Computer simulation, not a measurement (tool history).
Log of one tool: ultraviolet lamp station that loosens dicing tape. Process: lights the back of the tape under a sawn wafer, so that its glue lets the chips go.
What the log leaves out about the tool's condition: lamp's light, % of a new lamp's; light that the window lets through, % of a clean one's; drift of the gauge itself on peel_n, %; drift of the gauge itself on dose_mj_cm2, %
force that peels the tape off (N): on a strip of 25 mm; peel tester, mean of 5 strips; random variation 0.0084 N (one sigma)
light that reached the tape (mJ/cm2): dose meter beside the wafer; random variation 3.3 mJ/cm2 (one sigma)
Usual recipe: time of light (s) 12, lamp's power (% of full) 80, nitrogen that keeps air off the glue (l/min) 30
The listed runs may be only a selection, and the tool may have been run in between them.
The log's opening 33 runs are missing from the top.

| run | day | time of light (s) | lamp's power (% of full) | nitrogen that keeps air off the glue (l/min) | hours of work of the lamp | hours of work since the window was cleaned | force that peels the tape off (N) | light that reached the tape (mJ/cm2) |
|---|---|---|---|---|---|---|---|---|
| 34 | 24.354 | 9 | 84 | 47 | 954 | 90 | 0.655 | 320 |
| 35 | 25.250 | 15 | 63 | 15 | 968 | 104 | 0.637 | 402 |
| 36 | 26.083 | 8 | 80 | 19 | 980 | 117 | 0.962 | 269 |
| 37 | 26.633 | 12 | 80 | 35 | 989 | 125 | 0.498 | 396 |
| 38 | 27.233 | 12 | 98 | 23 | 998 | 134 | 0.393 | 484 |
| 39 | 27.971 | 10 | 85 | 11 | 1009 | 145 | 0.814 | 353 |
| 40 | 29.029 | 14 | 80 | 30 | 1025 | 161 | 0.423 | 465 |
| 41 | 29.804 | 12 | 95 | 17 | 1037 | 173 | 0.476 | 466 |

5 options for the next run, each taken on its own from the tool as it stands now. Forecast them:
| A | 30.446 | 12 | 80 | 51 | 1047 | 183 | ? | ? |
| B | 30.446 | 9 | 80 | 45 | 1047 | 183 | ? | ? |
| C | 30.446 | 12 | 86 | 30 | 1047 | 183 | ? | ? |
| D | 30.446 | 20 | 94 | 30 | 1047 | 183 | ? | ? |
| E | 30.446 | 22 | 80 | 54 | 1047 | 183 | ? | ? |

| run | force that peels the tape off (N) | light that reached the tape (mJ/cm2) |
|---|---|---|
| A | 0.471 | 389 |
| B | 0.714 | 291 |
| C | 0.474 | 422 |
| D | 0.223 | 759 |
| E | 0.207 | 715 |
What these runs would have given with no unlogged condition in the tool:
| run | force that peels the tape off (N) | light that reached the tape (mJ/cm2) |
|---|---|---|
| A | 0.308 | 521 |
| B | 0.467 | 390 |
| C | 0.309 | 565 |
| D | 0.190 | 1017 |
| E | 0.178 | 957 |

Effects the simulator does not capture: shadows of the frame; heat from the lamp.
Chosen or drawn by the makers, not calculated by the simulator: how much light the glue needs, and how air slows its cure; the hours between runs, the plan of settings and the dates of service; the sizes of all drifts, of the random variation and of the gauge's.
